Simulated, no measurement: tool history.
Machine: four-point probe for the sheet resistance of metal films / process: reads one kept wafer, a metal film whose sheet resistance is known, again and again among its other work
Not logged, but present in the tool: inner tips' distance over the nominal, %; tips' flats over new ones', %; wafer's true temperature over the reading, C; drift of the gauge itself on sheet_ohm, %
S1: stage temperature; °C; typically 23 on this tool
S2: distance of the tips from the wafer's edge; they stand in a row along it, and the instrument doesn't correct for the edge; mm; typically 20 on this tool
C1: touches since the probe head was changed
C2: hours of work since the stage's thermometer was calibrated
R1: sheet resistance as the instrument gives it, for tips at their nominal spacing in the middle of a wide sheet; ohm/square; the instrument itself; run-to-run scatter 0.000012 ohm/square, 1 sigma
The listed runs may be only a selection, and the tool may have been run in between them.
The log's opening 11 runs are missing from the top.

run      day  S1  S2     C1    C2        R1
 12   36.962  32  20  41586  2050   0.06266
      37.308  -- stage's thermometer calibrated
 13   41.571  32  20  43076    55  0.062679
 14   45.146  32  20  44239   101  0.062736
 15   48.462  20  20  45317   143  0.063097
 16   52.312  23  20  46569   193  0.063002
 17   55.283  24  20  47535   231  0.062982
 18   57.429  34  15  48232   258  0.062789
      59.417  -- stage's thermometer calibrated, once more
 19   60.396  34  15  49190    13  0.062693
 20   63.333  34  15  50145    50  0.062716
 21   66.371  34  15  51133    89  0.062729
 22   69.071  34  15  52010   124  0.062717
 23     73.8  23   4  53548   185  0.066063
 24    78.65  27   9  55124   247  0.063411
 25   83.462  34  17  56689   309  0.062723
 26   87.221  23  20  57911   357  0.063025
 27   91.517  23  20  59308   412  0.063032
 28   96.012  23  34  60769   470   0.06294
 29     98.7  23  16  61643   504  0.063117
 30  101.025  23  16  62398   534  0.063126
 31  105.821  23   7  63958   596   0.06404

Branching from run 31: 4 alternative next runs. What would each branch give?
  A  108.267  31   7  64752  627   ?
  B  108.267  23  37  64752  627   ?
  C  108.267  26  59  64752  627   ?
  D  108.267  22  10  64752  627   ?

run        R1
  A  0.063824
  B  0.063001
  C  0.062856
  D  0.063519
Had the tool no hidden state, the same runs would have come out as:
run        R1
  A  0.063171
  B  0.062355
  C  0.062212
  D  0.062868
